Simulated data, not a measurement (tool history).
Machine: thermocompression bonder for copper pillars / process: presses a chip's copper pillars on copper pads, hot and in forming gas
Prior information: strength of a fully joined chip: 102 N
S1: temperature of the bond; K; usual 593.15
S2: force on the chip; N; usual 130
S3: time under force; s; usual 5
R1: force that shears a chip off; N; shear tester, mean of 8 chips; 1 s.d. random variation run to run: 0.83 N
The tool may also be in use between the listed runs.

run,day,S1,S2,S3,R1
1,0.000,593.15,130,5,59.4
2,0.696,593.15,130,5,59.4
3,1.100,593.15,130,5,59.8
4,1.883,563.15,130,5,46.2
5,2.396,593.15,130,5,58.2
# day 2.496: force cell calibrated
6,3.046,593.15,130,5,58.4
7,3.542,566.15,114,5,43.9
8,4.288,622.15,136,5,70.0
9,5.017,612.15,160,5,69.9
# day 5.204: force cell calibrated, once more
10,5.842,612.15,160,5,68.6
# day 6.362: forming gas filter changed
11,6.550,575.15,170,5,60.0
12,7.238,610.15,193,3,67.0

Measured less the same run without the tool's hidden state. The same run-to-run variation is in both; the gauge's scatter may not be:
What the log doesn't record here: true temperature of the bond over the reading, C; force that reaches the chip, % of what is set; oxide that the forming gas leaves, % of the face; drift of the gauge itself on shear_n, %.
run,R1
1,-6.6
2,-6.9
3,-7.1
4,-6.9
5,-7.5
6,-7.7
7,-7.2
8,-8.5
9,-9.1
10,-9.5
11,-5.1
12,-4.7
